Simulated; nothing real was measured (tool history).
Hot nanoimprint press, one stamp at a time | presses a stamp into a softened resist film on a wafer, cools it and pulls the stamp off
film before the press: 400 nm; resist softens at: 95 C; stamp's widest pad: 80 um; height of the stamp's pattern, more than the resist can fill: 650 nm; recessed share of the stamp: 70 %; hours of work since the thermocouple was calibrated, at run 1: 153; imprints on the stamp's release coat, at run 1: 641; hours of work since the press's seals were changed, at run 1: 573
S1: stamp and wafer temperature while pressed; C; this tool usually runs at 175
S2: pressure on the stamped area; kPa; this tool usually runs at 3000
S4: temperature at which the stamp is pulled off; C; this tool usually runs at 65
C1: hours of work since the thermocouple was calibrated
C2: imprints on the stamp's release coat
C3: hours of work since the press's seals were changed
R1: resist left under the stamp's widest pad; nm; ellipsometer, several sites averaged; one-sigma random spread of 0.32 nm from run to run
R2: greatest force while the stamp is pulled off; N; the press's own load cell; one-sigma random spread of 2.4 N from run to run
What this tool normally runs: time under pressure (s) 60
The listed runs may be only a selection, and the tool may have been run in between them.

Run 1, hour 0.0: usual settings; C1 153; C2 641; C3 573. Result: R1 154.5 nm, R2 126 N.
Run 2, hour 12.0: usual settings; C1 160; C2 688; C3 581. Result: R1 154.1 nm, R2 124 N.
Run 3, hour 32.5: usual settings; C1 173; C2 769; C3 594. Result: R1 154.5 nm, R2 133 N.
Run 4, hour 57.6: usual settings; C1 188; C2 868; C3 609. Result: R1 153.8 nm, R2 129 N.
Run 5, hour 77.3: usual settings but S1 177 C; C1 201; C2 946; C3 621. Result: R1 142.2 nm, R2 134 N.
Run 6, hour 103.5: usual settings but S1 177 C; C1 217; C2 1050; C3 638. Result: R1 141.4 nm, R2 142 N.
Run 7, hour 121.2: usual settings; C1 228; C2 1120; C3 649. Result: R1 153.5 nm, R2 140 N.
Run 8, hour 132.7: usual settings; C1 235; C2 1166; C3 656. Result: R1 154.0 nm, R2 143 N.
Run 9, hour 150.5: usual settings; C1 246; C2 1236; C3 667. Result: R1 154.2 nm, R2 147 N.
Run 10, hour 171.9: usual settings; C1 259; C2 1321; C3 680. Result: R1 153.0 nm, R2 147 N.
Run 11, hour 185.8: usual settings but S1 166 C; C1 268; C2 1376; C3 689. Result: R1 218.9 nm, R2 146 N.
At hour 196.8: press's hydraulic seals changed and the load cell set to zero.
Run 12, hour 210.7: usual settings but S1 182 C; C1 278; C2 1443; C3 9. Result: R1 114.2 nm, R2 151 N.
Run 13, hour 235.4: usual settings but S1 182 C, S4 58 C; C1 294; C2 1541; C3 24. Result: R1 114.1 nm, R2 177 N.
Run 14, hour 254.6: usual settings but S4 68 C; C1 306; C2 1616; C3 36. Result: R1 150.9 nm, R2 137 N.
Run 15, hour 272.0: usual settings but S4 68 C; C1 316; C2 1685; C3 47. Result: R1 150.7 nm, R2 145 N.
Run 16, hour 293.2: usual settings but S2 4190 kPa, S4 58 C; C1 330; C2 1769; C3 60. Result: R1 126.5 nm, R2 186 N.
Run 17, hour 307.4: usual settings but time under pressure (s) 44; C1 338; C2 1825; C3 69. Result: R1 168.9 nm, R2 162 N.
At hour 312.6: plate thermocouple calibrated.
Run 18, hour 338.1: usual settings but time under pressure (s) 44; C1 16; C2 1935; C3 86. Result: R1 168.8 nm, R2 165 N.
Run 19, hour 358.4: usual settings but S2 2270 kPa, time under pressure (s) 101; C1 28; C2 2015; C3 98. Result: R1 139.2 nm, R2 161 N.
Run 20, hour 371.9: usual settings but S1 165 C, S2 3410 kPa, time under pressure (s) 101; C1 37; C2 2069; C3 107. Result: R1 174.8 nm, R2 161 N.
Run 21, hour 397.1: usual settings but S1 164 C, S2 3410 kPa, time under pressure (s) 59, S4 56 C; C1 52; C2 2168; C3 122. Result: R1 220.4 nm, R2 213 N.
At hour 408.7: plate thermocouple calibrated, once more.
Run 22, hour 419.4: usual settings but time under pressure (s) 35; C1 7; C2 2245; C3 134. Result: R1 191.6 nm, R2 172 N.

Run 23 has not been measured yet. What should we expect?
Run 23, hour 434.9: usual settings but time under pressure (s) 35; C1 16; C2 2306; C3 144. Result: R1 ?, R2 ?.

R1: 191.0 nm
R2: 179 N
Without the tool's hidden state the same run would have given R1 190.6 nm, R2 106 N.
